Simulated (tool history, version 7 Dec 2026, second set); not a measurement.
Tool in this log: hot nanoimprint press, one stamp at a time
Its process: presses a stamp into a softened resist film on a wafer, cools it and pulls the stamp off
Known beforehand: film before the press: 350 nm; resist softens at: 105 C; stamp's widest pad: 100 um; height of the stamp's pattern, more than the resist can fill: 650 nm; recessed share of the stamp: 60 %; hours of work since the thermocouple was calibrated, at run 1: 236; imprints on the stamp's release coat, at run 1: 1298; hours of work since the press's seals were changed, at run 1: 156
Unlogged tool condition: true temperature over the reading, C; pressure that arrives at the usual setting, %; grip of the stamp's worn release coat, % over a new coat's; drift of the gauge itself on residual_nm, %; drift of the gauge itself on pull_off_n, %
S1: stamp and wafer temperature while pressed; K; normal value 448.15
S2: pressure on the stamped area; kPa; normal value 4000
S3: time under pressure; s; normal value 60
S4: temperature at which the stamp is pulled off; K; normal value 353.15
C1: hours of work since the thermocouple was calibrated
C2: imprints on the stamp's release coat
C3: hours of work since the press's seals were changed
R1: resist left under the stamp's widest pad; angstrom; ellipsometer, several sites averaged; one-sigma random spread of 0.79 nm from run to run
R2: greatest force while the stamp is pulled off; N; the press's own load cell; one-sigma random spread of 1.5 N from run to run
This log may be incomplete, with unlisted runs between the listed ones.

| run | hour | S1 | S2 | S3 | S4 | C1 | C2 | C3 | R1 | R2 |
|---|---|---|---|---|---|---|---|---|---|---|
| 1 | 0.0 | 448.15 | 4000 | 60 | 353.15 | 236 | 1298 | 156 | 1756 | 95 |
| 2 | 26.7 | 448.15 | 4000 | 60 | 353.15 | 248 | 1352 | 168 | 1760 | 94 |
| 3 | 47.1 | 448.15 | 4000 | 60 | 353.15 | 257 | 1393 | 177 | 1757 | 95 |
| 4 | 68.3 | 448.15 | 4000 | 57 | 353.15 | 266 | 1436 | 186 | 1804 | 94 |
| 5 | 98.4 | 448.15 | 4000 | 57 | 353.15 | 279 | 1497 | 199 | 1785 | 93 |
| 6 | 119.6 | 448.15 | 4000 | 57 | 353.15 | 288 | 1540 | 208 | 1797 | 94 |
| 7 | 139.2 | 448.15 | 4000 | 57 | 353.15 | 297 | 1580 | 217 | 1770 | 94 |
| 8 | 166.6 | 448.15 | 4000 | 57 | 353.15 | 309 | 1635 | 229 | 1793 | 90 |
| 9 | 187.6 | 448.15 | 4000 | 57 | 353.15 | 318 | 1677 | 238 | 1786 | 93 |
| 10 | 206.8 | 448.15 | 4000 | 57 | 353.15 | 326 | 1716 | 246 | 1793 | 93 |
| 11 | 229.7 | 448.15 | 4000 | 57 | 353.15 | 336 | 1762 | 256 | 1785 | 91 |
| 12 | 244.7 | 448.15 | 4000 | 57 | 350.15 | 343 | 1793 | 263 | 1771 | 102 |
| 13 | 260.6 | 448.15 | 4000 | 60 | 353.15 | 350 | 1825 | 270 | 1762 | 93 |
| 14 | 281.1 | 448.15 | 4000 | 60 | 347.15 | 359 | 1866 | 279 | 1761 | 109 |
| 15 | 314.4 | 448.15 | 4000 | 60 | 347.15 | 373 | 1934 | 293 | 1756 | 107 |
| 16 | 329.4 | 438.15 | 4000 | 60 | 347.15 | 380 | 1964 | 300 | 2684 | 107 |
| 17 | 344.8 | 438.15 | 4000 | 60 | 347.15 | 386 | 1995 | 306 | 2696 | 107 |
|  | 362.7 | stamp cleaned and given a new release coat |
| 18 | 380.6 | 438.15 | 4000 | 60 | 347.15 | 399 | 36 | 319 | 2697 | 110 |
| 19 | 401.5 | 458.15 | 6090 | 42 | 343.15 | 408 | 78 | 328 | 1008 | 114 |
| 20 | 424.2 | 448.15 | 4580 | 73 | 353.15 | 418 | 124 | 338 | 1555 | 94 |
| 21 | 439.8 | 439.15 | 4580 | 73 | 342.15 | 425 | 156 | 345 | 2392 | 118 |
| 22 | 462.3 | 439.15 | 4580 | 73 | 342.15 | 435 | 201 | 355 | 2411 | 118 |
| 23 | 491.6 | 439.15 | 4580 | 73 | 342.15 | 448 | 260 | 368 | 2383 | 120 |
| 24 | 510.7 | 439.15 | 4580 | 54 | 341.15 | 456 | 299 | 376 | 2585 | 123 |
| 25 | 545.1 | 460.15 | 5390 | 63 | 341.15 | 471 | 368 | 391 | 797 | 122 |
|  | 553.2 | plate thermocouple calibrated |
| 26 | 573.0 | 460.15 | 5390 | 63 | 341.15 | 9 | 419 | 402 | 788 | 122 |
| 27 | 587.5 | 439.15 | 5780 | 34 | 349.15 | 15 | 448 | 408 | 2732 | 102 |
| 28 | 606.7 | 452.15 | 4000 | 104 | 354.15 | 23 | 487 | 417 | 1130 | 89 |
| 29 | 632.4 | 456.15 | 3800 | 81 | 341.15 | 35 | 539 | 428 | 1035 | 121 |

Consider 3 possible next runs. They are alternatives, not a sequence: every one starts from the tool as it was left by run 29. What does each give?
| A | 658.8 | 460.15 | 4000 | 60 | 353.15 | 46 | 592 | 439 | ? | ? |
| B | 658.8 | 454.15 | 3800 | 81 | 342.15 | 46 | 592 | 439 | ? | ? |
| C | 658.8 | 457.15 | 4000 | 110 | 353.15 | 46 | 592 | 439 | ? | ? |

| run | R1 | R2 |
|---|---|---|
| A | 934 | 95 |
| B | 1144 | 121 |
| C | 819 | 94 |
The same runs, with their run-to-run variation unchanged, on a tool lacking any hidden condition would have given:
| run | R1 | R2 |
|---|---|---|
| A | 934 | 95 |
| B | 1144 | 120 |
| C | 818 | 94 |
